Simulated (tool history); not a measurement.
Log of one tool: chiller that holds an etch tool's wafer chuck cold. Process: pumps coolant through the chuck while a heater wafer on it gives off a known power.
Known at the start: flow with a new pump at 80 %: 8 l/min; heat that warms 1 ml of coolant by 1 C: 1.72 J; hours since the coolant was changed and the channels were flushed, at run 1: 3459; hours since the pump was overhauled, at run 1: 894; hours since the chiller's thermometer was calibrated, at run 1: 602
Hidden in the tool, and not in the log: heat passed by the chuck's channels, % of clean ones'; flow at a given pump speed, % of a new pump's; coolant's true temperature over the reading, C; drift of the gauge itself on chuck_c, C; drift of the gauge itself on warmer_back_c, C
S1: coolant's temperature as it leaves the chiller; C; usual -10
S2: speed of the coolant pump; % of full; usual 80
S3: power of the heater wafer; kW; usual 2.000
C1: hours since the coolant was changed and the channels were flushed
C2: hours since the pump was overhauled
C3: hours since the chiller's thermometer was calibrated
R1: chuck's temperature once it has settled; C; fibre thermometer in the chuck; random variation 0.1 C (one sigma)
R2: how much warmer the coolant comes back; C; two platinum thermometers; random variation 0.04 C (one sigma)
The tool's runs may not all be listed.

run,hour,S1,S2,S3,C1,C2,C3,R1,R2
1,0.0,-10,80,2.000,3459,894,602,6.3,8.89
2,32.6,-10,80,2.000,3491,927,635,6.5,8.92
3,75.4,-10,100,2.000,3534,970,677,3.9,7.01
4,125.9,-19,100,2.000,3585,1020,728,-5.0,7.02
5,171.6,-10,80,2.000,3630,1066,774,6.7,8.87
6,201.6,-10,80,2.000,3660,1096,804,6.7,8.92
7,237.3,-10,80,2.000,3696,1132,839,6.5,8.80
8,298.1,-10,80,2.000,3757,1193,900,6.7,8.89
9,346.4,-10,80,2.000,3805,1241,948,6.6,8.91
10,387.8,-10,80,2.000,3847,1282,990,6.6,8.90
11,421.4,-10,80,2.000,3880,1316,1023,6.9,8.89
# hour 426.0: chiller's thermometer calibrated
# hour 449.0: coolant changed, channels flushed
12,463.5,-18,78,1.089,15,1351,31,-9.0,5.03
13,518.9,0,64,2.189,70,1406,87,20.7,12.31
14,568.7,-3,72,2.232,120,1456,137,16.3,11.12
15,614.8,-10,95,2.338,166,1502,183,5.9,8.82
16,648.0,0,80,1.484,199,1536,216,11.9,6.63
17,702.0,0,80,1.484,253,1590,270,11.9,6.66
18,769.4,-3,80,1.989,320,1657,337,12.9,8.89
# hour 776.7: chiller's thermometer calibrated, once more
19,824.9,-19,80,1.558,375,1711,48,-6.7,7.03

Forecast each of these 5 alternatives for the next run:
A,863.7,-19,80,1.305,414,1750,87,?,?
B,863.7,-3,75,2.000,414,1750,87,?,?
C,863.7,-19,62,1.558,414,1750,87,?,?
D,863.7,-13,66,2.017,414,1750,87,?,?
E,863.7,-10,90,1.761,414,1750,87,?,?

run,R1,R2
A,-8.8,5.81
B,13.6,9.56
C,-3.9,9.05
D,5.4,10.98
E,2.7,6.95
Without the tool's hidden state the same runs would have given:
run,R1,R2
A,-9.2,5.64
B,13.1,9.29
C,-4.4,8.79
D,4.8,10.67
E,2.3,6.76

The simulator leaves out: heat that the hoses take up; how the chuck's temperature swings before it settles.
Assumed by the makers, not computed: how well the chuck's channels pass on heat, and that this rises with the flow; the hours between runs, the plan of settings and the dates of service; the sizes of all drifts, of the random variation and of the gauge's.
